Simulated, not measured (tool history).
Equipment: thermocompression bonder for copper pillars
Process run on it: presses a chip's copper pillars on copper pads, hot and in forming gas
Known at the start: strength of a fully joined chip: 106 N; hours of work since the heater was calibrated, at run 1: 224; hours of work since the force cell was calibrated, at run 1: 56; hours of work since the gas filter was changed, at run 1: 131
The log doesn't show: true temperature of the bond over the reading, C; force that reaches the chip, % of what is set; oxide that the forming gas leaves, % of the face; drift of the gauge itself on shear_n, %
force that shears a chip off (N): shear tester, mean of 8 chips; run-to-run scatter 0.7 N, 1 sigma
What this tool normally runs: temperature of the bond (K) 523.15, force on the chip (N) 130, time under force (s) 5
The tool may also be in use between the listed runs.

run   hour  temperature of the bond (K)  force on the chip (N)  time under force (s)  hours of work since the heater was calibrated  hours of work since the force cell was calibrated  hours of work since the gas filter was changed  force that shears a chip off (N)
  1      0                       523.15                    130                     5                                            224                                                 56                                             131                              43.8
  2    9.9                       523.15                    130                    10                                            229                                                 61                                             136                              54.7
  3   16.6                       523.15                    130                    10                                            232                                                 64                                             140                              55.2
  4   22.5                       523.15                    130                     3                                            235                                                 67                                             143                              36.1
  5   31.3                       523.15                    130                     3                                            240                                                 72                                             147                              36.6
  6   42.2                       523.15                    130                     3                                            245                                                 77                                             153                              35.6
  7   51.4                       523.15                     83                     5                                            250                                                 82                                             158                              28.4
  8   60.1                       523.15                     83                     5                                            254                                                 86                                             162                              28.1
  9   68.8                       523.15                     83                     5                                            259                                                 91                                             166                              27.8
 10   77.4                       523.15                     83                     5                                            263                                                 95                                             171                              28.3
 11   87.4                       523.15                     83                     5                                            268                                                100                                             176                              27.6
 12   93.5                       523.15                    157                     5                                            271                                                103                                             179                              49.9
 13     99                       523.15                    157                     5                                            274                                                106                                             182                              50.3
 14  104.2                       523.15                    157                     5                                            277                                                109                                             184                              49.3
 15  110.4                       526.15                    116                     4                                            280                                                112                                             187                              37.7
 16  120.8                       549.15                    186                     5                                            285                                                117                                             193                              80.5
 17  128.8                       523.15                    101                    10                                            289                                                121                                             197                              44.2
 18    139                       513.15                     78                     5                                            294                                                127                                             202                              21.5
 19  150.8                       536.15                    130                    14                                            300                                                133                                             208                              70.5
 20    158                       523.15                    130                    10                                            304                                                136                                             212                              54.2
 21  168.7                       528.15                     84                    13                                            309                                                142                                             217                              45.4
 22  176.7                       506.15                    130                     8                                            313                                                146                                             221                              35.7
 23    183                       506.15                     88                     8                                            317                                                149                                             224                              24.7
     188.7  -- forming gas filter changed
 24  191.4                       530.15                     79                    14                                            321                                                153                                               1                              47.9
 25  200.9                       523.15                    132                     7                                            325                                                158                                               6                              49.8
 26  207.8                       523.15                    150                     4                                            329                                                161                                              10                              47.8
 27  215.2                       510.15                    105                     4                                            333                                                165                                              13                              25.6

Each row is a separate what-if for the run after 27, all from the same tool condition, not one after another. Results?
  A  223.3                       542.15                    130                     5                                            337                                                169                                              18                                 ?
  B  223.3                       510.15                    105                     3                                            337                                                169                                              18                                 ?
  C  223.3                       516.15                    191                     9                                            337                                                169                                              18                                 ?

run  force that shears a chip off (N)
  A                              59.5
  B                                23
  C                              66.8
What these runs would have given with no unlogged condition in the tool:
run  force that shears a chip off (N)
  A                              64.8
  B                              26.2
  C                              72.8

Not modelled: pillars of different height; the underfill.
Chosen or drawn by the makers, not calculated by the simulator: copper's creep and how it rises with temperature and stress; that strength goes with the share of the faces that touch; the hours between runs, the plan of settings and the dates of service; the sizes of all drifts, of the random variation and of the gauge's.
